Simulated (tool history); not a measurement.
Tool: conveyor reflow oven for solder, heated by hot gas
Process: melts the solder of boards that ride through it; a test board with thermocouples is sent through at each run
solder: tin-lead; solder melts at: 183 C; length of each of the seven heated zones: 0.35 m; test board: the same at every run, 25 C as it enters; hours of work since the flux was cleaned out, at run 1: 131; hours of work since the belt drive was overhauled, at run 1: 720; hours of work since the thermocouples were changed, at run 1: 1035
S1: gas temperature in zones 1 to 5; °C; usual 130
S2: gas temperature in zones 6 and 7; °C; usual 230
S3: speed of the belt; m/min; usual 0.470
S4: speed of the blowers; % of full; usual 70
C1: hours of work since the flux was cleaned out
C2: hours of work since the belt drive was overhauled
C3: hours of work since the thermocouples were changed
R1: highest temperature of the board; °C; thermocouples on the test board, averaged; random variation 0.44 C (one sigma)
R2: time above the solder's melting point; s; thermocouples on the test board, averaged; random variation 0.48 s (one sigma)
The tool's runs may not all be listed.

{"run": 1, "day": 0.0, "S1": 130, "S2": 230, "S3": 0.47, "S4": 70, "C1": 131, "C2": 720, "C3": 1035, "R1": 210.5, "R2": 57.7}
{"run": 2, "day": 1.362, "S1": 130, "S2": 230, "S3": 0.47, "S4": 70, "C1": 145, "C2": 734, "C3": 1049, "R1": 209.9, "R2": 57.0}
{"run": 3, "day": 3.096, "S1": 130, "S2": 230, "S3": 0.483, "S4": 70, "C1": 163, "C2": 752, "C3": 1067, "R1": 209.1, "R2": 53.3}
{"day": 3.562, "done": "flux residue cleaned out of gas plates and filters"}
{"run": 4, "day": 4.729, "S1": 130, "S2": 230, "S3": 0.483, "S4": 70, "C1": 12, "C2": 767, "C3": 1082, "R1": 210.0, "R2": 56.0}
{"run": 5, "day": 5.775, "S1": 130, "S2": 230, "S3": 0.483, "S4": 70, "C1": 23, "C2": 778, "C3": 1093, "R1": 209.9, "R2": 55.5}
{"run": 6, "day": 6.675, "S1": 130, "S2": 230, "S3": 0.483, "S4": 70, "C1": 33, "C2": 787, "C3": 1102, "R1": 210.4, "R2": 54.9}
{"run": 7, "day": 7.779, "S1": 130, "S2": 230, "S3": 0.483, "S4": 70, "C1": 44, "C2": 799, "C3": 1114, "R1": 209.5, "R2": 55.5}
{"run": 8, "day": 8.946, "S1": 130, "S2": 230, "S3": 0.47, "S4": 70, "C1": 56, "C2": 811, "C3": 1126, "R1": 210.9, "R2": 57.7}
{"run": 9, "day": 10.662, "S1": 130, "S2": 230, "S3": 0.47, "S4": 70, "C1": 74, "C2": 829, "C3": 1144, "R1": 211.4, "R2": 57.9}
{"run": 10, "day": 12.046, "S1": 130, "S2": 230, "S3": 0.47, "S4": 70, "C1": 89, "C2": 843, "C3": 1158, "R1": 210.0, "R2": 57.6}
{"run": 11, "day": 13.542, "S1": 130, "S2": 230, "S3": 0.47, "S4": 70, "C1": 104, "C2": 859, "C3": 1174, "R1": 211.0, "R2": 56.5}
{"run": 12, "day": 15.304, "S1": 130, "S2": 230, "S3": 0.47, "S4": 70, "C1": 123, "C2": 877, "C3": 1192, "R1": 211.0, "R2": 57.2}
{"run": 13, "day": 17.183, "S1": 130, "S2": 230, "S3": 0.404, "S4": 70, "C1": 142, "C2": 897, "C3": 1212, "R1": 214.7, "R2": 74.4}
{"run": 14, "day": 18.7, "S1": 130, "S2": 230, "S3": 0.404, "S4": 70, "C1": 158, "C2": 913, "C3": 1228, "R1": 214.7, "R2": 73.4}
{"day": 18.917, "done": "thermocouples of zones 6 and 7 changed"}
{"day": 19.667, "done": "flux residue cleaned out of gas plates and filters"}
{"run": 15, "day": 20.6, "S1": 130, "S2": 235, "S3": 0.49, "S4": 70, "C1": 10, "C2": 930, "C3": 15, "R1": 216.4, "R2": 60.4}
{"run": 16, "day": 22.279, "S1": 122, "S2": 230, "S3": 0.47, "S4": 78, "C1": 27, "C2": 947, "C3": 33, "R1": 213.8, "R2": 59.3}
{"run": 17, "day": 23.354, "S1": 122, "S2": 230, "S3": 0.47, "S4": 78, "C1": 39, "C2": 958, "C3": 44, "R1": 213.3, "R2": 58.4}
{"run": 18, "day": 24.779, "S1": 122, "S2": 241, "S3": 0.47, "S4": 72, "C1": 53, "C2": 973, "C3": 59, "R1": 222.1, "R2": 65.8}
{"run": 19, "day": 25.554, "S1": 122, "S2": 219, "S3": 0.504, "S4": 56, "C1": 61, "C2": 981, "C3": 67, "R1": 196.6, "R2": 30.5}
{"run": 20, "day": 26.688, "S1": 118, "S2": 234, "S3": 0.504, "S4": 56, "C1": 73, "C2": 993, "C3": 79, "R1": 207.5, "R2": 45.2}
{"run": 21, "day": 27.696, "S1": 118, "S2": 234, "S3": 0.504, "S4": 56, "C1": 84, "C2": 1004, "C3": 90, "R1": 206.9, "R2": 45.7}
{"run": 22, "day": 29.542, "S1": 133, "S2": 230, "S3": 0.47, "S4": 70, "C1": 103, "C2": 1023, "C3": 109, "R1": 212.8, "R2": 61.6}
{"run": 23, "day": 30.888, "S1": 133, "S2": 230, "S3": 0.47, "S4": 70, "C1": 117, "C2": 1037, "C3": 123, "R1": 212.5, "R2": 61.5}
{"run": 24, "day": 31.762, "S1": 145, "S2": 231, "S3": 0.47, "S4": 70, "C1": 126, "C2": 1046, "C3": 132, "R1": 215.7, "R2": 69.6}
{"run": 25, "day": 32.925, "S1": 145, "S2": 231, "S3": 0.47, "S4": 70, "C1": 138, "C2": 1058, "C3": 144, "R1": 215.8, "R2": 70.6}

5 ways to go on from here, each from the tool as it stands after run 25. What would each give?
{"run": "A", "day": 34.012, "S1": 130, "S2": 230, "S3": 0.546, "S4": 70, "C1": 150, "C2": 1070, "C3": 156, "R1": "?", "R2": "?"}
{"run": "B", "day": 34.012, "S1": 126, "S2": 231, "S3": 0.47, "S4": 70, "C1": 150, "C2": 1070, "C3": 156, "R1": "?", "R2": "?"}
{"run": "C", "day": 34.012, "S1": 130, "S2": 231, "S3": 0.47, "S4": 70, "C1": 150, "C2": 1070, "C3": 156, "R1": "?", "R2": "?"}
{"run": "D", "day": 34.012, "S1": 145, "S2": 239, "S3": 0.396, "S4": 65, "C1": 150, "C2": 1070, "C3": 156, "R1": "?", "R2": "?"}
{"run": "E", "day": 34.012, "S1": 145, "S2": 231, "S3": 0.544, "S4": 74, "C1": 150, "C2": 1070, "C3": 156, "R1": "?", "R2": "?"}

run=A R1=206.2 R2=43.7
run=B R1=212.5 R2=58.4
run=C R1=212.7 R2=60.2
run=D R1=226.8 R2=93.8
run=E R1=210.9 R2=55.5
Without the tool's hidden state the same runs would have given:
run=A R1=207.7 R2=45.3
run=B R1=213.9 R2=59.6
run=C R1=214.1 R2=61.3
run=D R1=227.8 R2=93.6
run=E R1=212.3 R2=56.6

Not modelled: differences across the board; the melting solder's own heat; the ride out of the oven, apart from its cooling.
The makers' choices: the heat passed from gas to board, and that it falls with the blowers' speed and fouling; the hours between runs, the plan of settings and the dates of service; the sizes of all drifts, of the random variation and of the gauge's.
